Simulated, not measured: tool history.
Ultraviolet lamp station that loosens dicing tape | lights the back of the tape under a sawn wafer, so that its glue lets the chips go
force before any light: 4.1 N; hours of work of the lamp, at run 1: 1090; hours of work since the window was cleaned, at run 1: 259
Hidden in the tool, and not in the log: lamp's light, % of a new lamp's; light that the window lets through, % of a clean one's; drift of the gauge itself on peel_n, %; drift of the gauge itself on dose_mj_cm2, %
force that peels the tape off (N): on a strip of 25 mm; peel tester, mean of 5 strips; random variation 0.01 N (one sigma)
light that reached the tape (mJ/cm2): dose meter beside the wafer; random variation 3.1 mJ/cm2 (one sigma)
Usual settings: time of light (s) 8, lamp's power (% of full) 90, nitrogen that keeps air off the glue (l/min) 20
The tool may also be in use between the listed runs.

run	day	time of light (s)	lamp's power (% of full)	nitrogen that keeps air off the glue (l/min)	hours of work of the lamp	hours of work since the window was cleaned	force that peels the tape off (N)	light that reached the tape (mJ/cm2)
1	0	8	90	20	1090	259	0.598	379
2	1.662	8	90	20	1111	280	0.615	373
3	2.871	8	90	20	1126	295	0.63	375
4	4.912	9	90	20	1152	321	0.532	417
5	6.254	9	90	20	1169	338	0.534	419
6	7.354	9	90	20	1183	352	0.54	414
7	8.762	9	90	23	1200	369	0.495	406
8	11.158	8	90	20	1231	400	0.692	359
9	12.862	8	90	20	1252	421	0.68	362
10	14.2	8	90	20	1269	438	0.684	350
# day 15.488: window cleaned of glue's vapour
11	16.412	8	90	20	1297	12	0.6	382
12	18.521	8	86	11	1323	38	0.841	366
13	20.817	10	94	11	1352	67	0.503	488
14	22.775	10	94	11	1377	92	0.509	487

Run 15 comes next. What will it give?
15	23.812	10	79	11	1390	105	?	?

{"run 15": {"force that peels the tape off (N)": 0.628, "light that reached the tape (mJ/cm2)": 408}}
Without the tool's hidden state the same run would have given force that peels the tape off (N) 0.427, light that reached the tape (mJ/cm2) 512.

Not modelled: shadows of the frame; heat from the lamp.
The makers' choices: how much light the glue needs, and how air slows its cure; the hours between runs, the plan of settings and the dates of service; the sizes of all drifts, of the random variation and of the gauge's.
